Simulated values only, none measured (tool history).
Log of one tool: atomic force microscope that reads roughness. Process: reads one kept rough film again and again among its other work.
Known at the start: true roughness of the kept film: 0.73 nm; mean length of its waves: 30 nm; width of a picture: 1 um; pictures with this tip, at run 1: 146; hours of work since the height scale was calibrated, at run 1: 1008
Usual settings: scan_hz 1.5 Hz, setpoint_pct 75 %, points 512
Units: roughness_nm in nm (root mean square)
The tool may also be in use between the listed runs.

run   hour  scan_hz  setpoint_pct  points  pictures with this tip  hours of work since the height scale was calibrated  roughness_nm
  1      0      1.5            75     512                     146                                                 1008          0.64
  2   60.1      1.5            75     512                     260                                                 1050         0.628
      69.3  -- new tip fitted
  3  130.1      1.5            75     512                     115                                                 1099         0.646
  4  171.8     1.04            75     512                     194                                                 1128         0.651
     215.1  -- new tip fitted
  5  236.1     1.04            75     512                      40                                                 1173         0.669
  6  303.9      1.5            70     512                     168                                                 1221         0.653
     359.9  -- new tip fitted
  7  375.8      1.5            70     512                      30                                                 1271         0.663
  8  412.6      1.5            75     512                     100                                                 1297         0.646
  9  454.4      1.5            75     521                     179                                                 1326         0.635

The next listed run, before its measurement:
 10  503.4      1.5            75     521                     271                                                 1361             ?

Run 10 gave roughness_nm 0.626 nm (root mean square).
Without the tool's hidden state the same run would have given roughness_nm 0.652 nm (root mean square).

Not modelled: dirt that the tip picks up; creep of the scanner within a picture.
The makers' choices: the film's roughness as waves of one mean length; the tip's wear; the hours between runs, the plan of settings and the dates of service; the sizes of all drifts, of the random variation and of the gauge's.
